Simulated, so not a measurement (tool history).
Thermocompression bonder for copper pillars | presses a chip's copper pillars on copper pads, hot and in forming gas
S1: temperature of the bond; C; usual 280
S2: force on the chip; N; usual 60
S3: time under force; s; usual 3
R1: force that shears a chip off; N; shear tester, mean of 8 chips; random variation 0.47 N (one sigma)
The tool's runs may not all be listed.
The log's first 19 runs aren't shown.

run	day	S1	S2	S3	R1
20	21.292	271	60	3	37.4
21	22.367	297	60	3	47.6
22	23.088	297	60	3	47.2
23	23.971	297	60	3	47.2
24	25.079	272	76	4	48.0
25	25.808	272	76	4	47.0
# day 26.479: forming gas filter changed
26	26.946	267	53	3	33.8
27	28.475	273	84	3	45.5
28	30.017	301	84	6	70.2
29	31.221	292	39	8	53.1
30	32.438	294	74	6	62.7
31	33.108	281	70	3	43.8
32	33.954	294	60	3	45.3
33	35.533	295	46	3	40.0
34	36.404	273	47	5	40.3
35	37.900	295	62	2	41.3
# day 38.229: forming gas filter changed
36	39.179	254	60	3	31.6
37	40.654	254	60	3	31.1
38	41.538	279	56	2	32.9
39	42.188	276	60	6	49.6

Forecast each of these 4 alternatives for the next run:
A	43.646	276	55	6	?
B	43.646	273	60	3	?
C	43.646	305	40	9	?
D	43.646	253	46	8	?

run	R1
A	48.5
B	37.4
C	59.8
D	39.3
Without the tool's hidden state the same runs would have given:
run	R1
A	48.7
B	37.6
C	60.0
D	39.5
